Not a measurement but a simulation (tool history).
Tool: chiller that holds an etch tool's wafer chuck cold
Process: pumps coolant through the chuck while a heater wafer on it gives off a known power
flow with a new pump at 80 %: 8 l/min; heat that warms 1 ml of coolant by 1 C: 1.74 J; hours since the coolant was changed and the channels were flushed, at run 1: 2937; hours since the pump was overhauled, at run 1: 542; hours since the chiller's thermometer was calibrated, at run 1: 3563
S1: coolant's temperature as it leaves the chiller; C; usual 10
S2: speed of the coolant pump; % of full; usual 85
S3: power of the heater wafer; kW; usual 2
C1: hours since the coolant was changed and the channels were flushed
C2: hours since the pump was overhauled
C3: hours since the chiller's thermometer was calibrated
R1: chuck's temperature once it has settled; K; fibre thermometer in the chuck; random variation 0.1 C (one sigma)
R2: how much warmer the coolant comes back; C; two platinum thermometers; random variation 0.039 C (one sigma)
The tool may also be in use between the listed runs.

| run | hour | S1 | S2 | S3 | C1 | C2 | C3 | R1 | R2 |
|---|---|---|---|---|---|---|---|---|---|
| 1 | 0 | 10 | 85 | 2 | 2937 | 542 | 3563 | 298.75 | 8.26 |
|  | 59.2 | chiller's thermometer calibrated |
| 2 | 67.1 | 10 | 96 | 2 | 3003 | 608 | 8 | 297.25 | 7.31 |
| 3 | 125.2 | 10 | 96 | 2 | 3061 | 666 | 66 | 297.25 | 7.36 |
| 4 | 193.4 | 10 | 96 | 2 | 3129 | 734 | 134 | 297.45 | 7.3 |
| 5 | 251.2 | 10 | 85 | 2 | 3187 | 792 | 192 | 298.65 | 8.36 |
| 6 | 320.8 | 10 | 85 | 2.59 | 3257 | 861 | 262 | 303.15 | 10.76 |
| 7 | 364 | 10 | 85 | 2.59 | 3300 | 905 | 305 | 303.25 | 10.74 |
| 8 | 431.6 | 17 | 85 | 2 | 3368 | 972 | 372 | 305.65 | 8.31 |
|  | 440.1 | coolant pump overhauled |
| 9 | 484.3 | 17 | 85 | 2 | 3415 | 44 | 420 | 305.75 | 8.4 |
| 10 | 525.9 | 10 | 83 | 1.291 | 3457 | 86 | 462 | 293.15 | 5.58 |
| 11 | 566.5 | 10 | 83 | 1.291 | 3498 | 126 | 502 | 293.55 | 5.57 |

4 ways to go on from here, each from the tool as it stands after run 11. What would each give?
| A | 601.4 | 10 | 83 | 1.258 | 3532 | 161 | 537 | ? | ? |
| B | 601.4 | 14 | 83 | 1.12 | 3532 | 161 | 537 | ? | ? |
| C | 601.4 | 6 | 83 | 1.291 | 3532 | 161 | 537 | ? | ? |
| D | 601.4 | 10 | 61 | 1.897 | 3532 | 161 | 537 | ? | ? |

| run | R1 | R2 |
|---|---|---|
| A | 293.45 | 5.46 |
| B | 296.15 | 4.81 |
| C | 289.45 | 5.53 |
| D | 301.45 | 11.24 |
Without the tool's hidden state the same runs would have given:
| run | R1 | R2 |
|---|---|---|
| A | 292.45 | 5.25 |
| B | 295.25 | 4.63 |
| C | 288.35 | 5.31 |
| D | 299.65 | 10.8 |
